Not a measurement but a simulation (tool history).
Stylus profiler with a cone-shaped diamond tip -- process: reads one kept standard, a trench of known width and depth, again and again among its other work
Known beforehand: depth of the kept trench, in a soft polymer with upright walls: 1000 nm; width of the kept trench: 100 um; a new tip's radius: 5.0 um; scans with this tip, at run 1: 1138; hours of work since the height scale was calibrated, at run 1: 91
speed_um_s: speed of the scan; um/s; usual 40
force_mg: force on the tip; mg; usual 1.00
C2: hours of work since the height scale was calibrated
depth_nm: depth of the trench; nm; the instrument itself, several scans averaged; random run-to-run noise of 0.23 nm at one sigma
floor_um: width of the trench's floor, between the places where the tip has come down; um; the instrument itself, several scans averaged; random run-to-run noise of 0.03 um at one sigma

Run 1, hour 0.0: usual settings; scans with this tip 1138; C2 91. Result: depth_nm 1009.56 nm, floor_um 93.46 um.
Run 2, hour 15.7: usual settings but force_mg 1.60 mg; scans with this tip 1217; C2 98. Result: depth_nm 1012.99 nm, floor_um 93.40 um.
Run 3, hour 37.5: usual settings but force_mg 1.60 mg; scans with this tip 1327; C2 107. Result: depth_nm 1013.22 nm, floor_um 93.47 um.
Run 4, hour 59.3: usual settings but force_mg 1.60 mg; scans with this tip 1437; C2 115. Result: depth_nm 1013.15 nm, floor_um 93.38 um.
Run 5, hour 73.6: usual settings but speed_um_s 62 um/s, force_mg 1.60 mg; scans with this tip 1509; C2 121. Result: depth_nm 1013.36 nm, floor_um 93.29 um.
Run 6, hour 90.4: usual settings but speed_um_s 62 um/s, force_mg 1.60 mg; scans with this tip 1594; C2 128. Result: depth_nm 1013.45 nm, floor_um 93.29 um.
Run 7, hour 109.2: usual settings but speed_um_s 10 um/s; scans with this tip 1689; C2 136. Result: depth_nm 1009.58 nm, floor_um 93.48 um.
Run 8, hour 127.8: usual settings but speed_um_s 10 um/s; scans with this tip 1783; C2 143. Result: depth_nm 1009.62 nm, floor_um 93.40 um.
Run 9, hour 145.6: usual settings but speed_um_s 10 um/s; scans with this tip 1872; C2 150. Result: depth_nm 1009.94 nm, floor_um 93.39 um.
Run 10, hour 163.2: usual settings but force_mg 2.28 mg; scans with this tip 1961; C2 158. Result: depth_nm 1016.73 nm, floor_um 93.22 um.
Run 11, hour 174.0: usual settings but force_mg 2.28 mg; scans with this tip 2015; C2 162. Result: depth_nm 1017.00 nm, floor_um 93.27 um.
Run 12, hour 196.6: usual settings but force_mg 2.28 mg; scans with this tip 2130; C2 171. Result: depth_nm 1016.98 nm, floor_um 93.20 um.
Run 13, hour 215.8: usual settings but force_mg 2.42 mg; scans with this tip 2226; C2 179. Result: depth_nm 1017.32 nm, floor_um 93.15 um.
Run 14, hour 227.5: usual settings but force_mg 2.42 mg; scans with this tip 2285; C2 184. Result: depth_nm 1017.30 nm, floor_um 93.24 um.
Run 15, hour 237.9: usual settings; scans with this tip 2338; C2 188. Result: depth_nm 1009.90 nm, floor_um 93.08 um.
Run 16, hour 254.6: usual settings; scans with this tip 2422; C2 195. Result: depth_nm 1009.62 nm, floor_um 93.08 um.
Run 17, hour 266.8: usual settings; scans with this tip 2483; C2 200. Result: depth_nm 1009.85 nm, floor_um 93.06 um.
At hour 268.3: height scale calibrated on a step standard.
Run 18, hour 281.2: usual settings; scans with this tip 2553; C2 5. Result: depth_nm 1010.30 nm, floor_um 93.02 um.
Run 19, hour 302.8: usual settings; scans with this tip 2662; C2 14. Result: depth_nm 1010.07 nm, floor_um 92.95 um.
Run 20, hour 315.6: usual settings; scans with this tip 2727; C2 19. Result: depth_nm 1010.28 nm, floor_um 93.00 um.
Run 21, hour 327.9: usual settings; scans with this tip 2789; C2 24. Result: depth_nm 1010.01 nm, floor_um 92.99 um.
Run 22, hour 344.1: usual settings but force_mg 2.55 mg; scans with this tip 2870; C2 31. Result: depth_nm 1018.34 nm, floor_um 92.96 um.
Run 23, hour 368.6: usual settings but force_mg 0.72 mg; scans with this tip 2994; C2 41. Result: depth_nm 1008.58 nm, floor_um 92.85 um.
At hour 376.2: height scale calibrated on a step standard, once more.
Run 24, hour 388.7: usual settings but force_mg 0.72 mg; scans with this tip 3093; C2 5. Result: depth_nm 1007.60 nm, floor_um 92.87 um.
Run 25, hour 409.7: usual settings but force_mg 0.72 mg; scans with this tip 3199; C2 14. Result: depth_nm 1007.29 nm, floor_um 92.82 um.
Run 26, hour 434.8: usual settings but speed_um_s 103 um/s, force_mg 0.84 mg; scans with this tip 3326; C2 24. Result: depth_nm 1008.42 nm, floor_um 92.41 um.
Run 27, hour 447.3: usual settings but speed_um_s 72 um/s, force_mg 0.64 mg; scans with this tip 3389; C2 29. Result: depth_nm 1006.60 nm, floor_um 92.51 um.
Run 28, hour 467.0: usual settings but speed_um_s 72 um/s, force_mg 0.64 mg; scans with this tip 3488; C2 37. Result: depth_nm 1007.12 nm, floor_um 92.53 um.
Run 29, hour 481.9: usual settings but speed_um_s 137 um/s, force_mg 1.38 mg; scans with this tip 3563; C2 43. Result: depth_nm 1011.47 nm, floor_um 92.36 um.
Run 30, hour 496.0: usual settings but speed_um_s 10 um/s, force_mg 0.46 mg; scans with this tip 3634; C2 49. Result: depth_nm 1005.79 nm, floor_um 92.85 um.
Run 31, hour 520.7: usual settings but speed_um_s 122 um/s, force_mg 0.46 mg; scans with this tip 3759; C2 59. Result: depth_nm 1005.56 nm, floor_um 91.93 um.
Run 32, hour 537.5: usual settings but speed_um_s 122 um/s, force_mg 1.77 mg; scans with this tip 3843; C2 65. Result: depth_nm 1013.87 nm, floor_um 92.37 um.
Run 33, hour 557.2: usual settings but speed_um_s 69 um/s, force_mg 1.74 mg; scans with this tip 3943; C2 73. Result: depth_nm 1013.83 nm, floor_um 92.61 um.
Run 34, hour 577.3: usual settings but speed_um_s 39 um/s, force_mg 2.44 mg; scans with this tip 4044; C2 81. Result: depth_nm 1017.60 nm, floor_um 92.64 um.
Run 35, hour 598.4: usual settings but speed_um_s 39 um/s, force_mg 2.44 mg; scans with this tip 4150; C2 90. Result: depth_nm 1017.00 nm, floor_um 92.69 um.
Run 36, hour 609.4: usual settings but speed_um_s 27 um/s, force_mg 0.51 mg; scans with this tip 4206; C2 94. Result: depth_nm 1006.14 nm, floor_um 92.59 um.
Run 37, hour 632.7: usual settings but force_mg 0.36 mg; scans with this tip 4323; C2 104. Result: depth_nm 1004.77 nm, floor_um 92.42 um.
Run 38, hour 643.5: usual settings but speed_um_s 90 um/s, force_mg 1.40 mg; scans with this tip 4378; C2 108. Result: depth_nm 1012.37 nm, floor_um 92.34 um.
Run 39, hour 660.6: usual settings but speed_um_s 45 um/s, force_mg 1.76 mg; scans with this tip 4464; C2 115. Result: depth_nm 1014.26 nm, floor_um 92.48 um.
Run 40, hour 672.1: usual settings but speed_um_s 119 um/s, force_mg 0.55 mg; scans with this tip 4522; C2 120. Result: depth_nm 1006.75 nm, floor_um 91.85 um.
Run 41, hour 686.7: usual settings but speed_um_s 136 um/s, force_mg 0.78 mg; scans with this tip 4596; C2 126. Result: depth_nm 1008.11 nm, floor_um 91.89 um.
Run 42, hour 699.2: usual settings but speed_um_s 136 um/s, force_mg 0.78 mg; scans with this tip 4658; C2 131. Result: depth_nm 1008.41 nm, floor_um 91.87 um.
Run 43, hour 720.5: usual settings but speed_um_s 136 um/s, force_mg 0.78 mg; scans with this tip 4766; C2 140. Result: depth_nm 1008.38 nm, floor_um 91.86 um.
Run 44, hour 735.8: usual settings but speed_um_s 26 um/s, force_mg 1.46 mg; scans with this tip 4843; C2 146. Result: depth_nm 1012.75 nm, floor_um 92.49 um.
Run 45, hour 753.9: usual settings but speed_um_s 26 um/s, force_mg 1.46 mg; scans with this tip 4934; C2 153. Result: depth_nm 1012.38 nm, floor_um 92.50 um.
Run 46, hour 776.0: usual settings but speed_um_s 36 um/s, force_mg 2.20 mg; scans with this tip 5046; C2 162. Result: depth_nm 1016.63 nm, floor_um 92.39 um.

4 options for the next run, each taken on its own from the tool as it stands now. Forecast them:
Run A, hour 793.6: usual settings but force_mg 1.50 mg; scans with this tip 5135; C2 169. Result: depth_nm ?, floor_um ?.
Run B, hour 793.6: usual settings but speed_um_s 31 um/s, force_mg 0.99 mg; scans with this tip 5135; C2 169. Result: depth_nm ?, floor_um ?.
Run C, hour 793.6: usual settings but speed_um_s 59 um/s, force_mg 2.20 mg; scans with this tip 5135; C2 169. Result: depth_nm ?, floor_um ?.
Run D, hour 793.6: usual settings but force_mg 2.30 mg; scans with this tip 5135; C2 169. Result: depth_nm ?, floor_um ?.

run  depth_nm  floor_um
  A   1012.88     92.38
  B   1010.06     92.35
  C   1017.07     92.36
  D   1016.99     92.36
Had the tool no hidden state, the same runs would have come out as:
run  depth_nm  floor_um
  A   1012.25     93.84
  B   1009.43     93.81
  C   1016.44     93.82
  D   1016.36     93.82
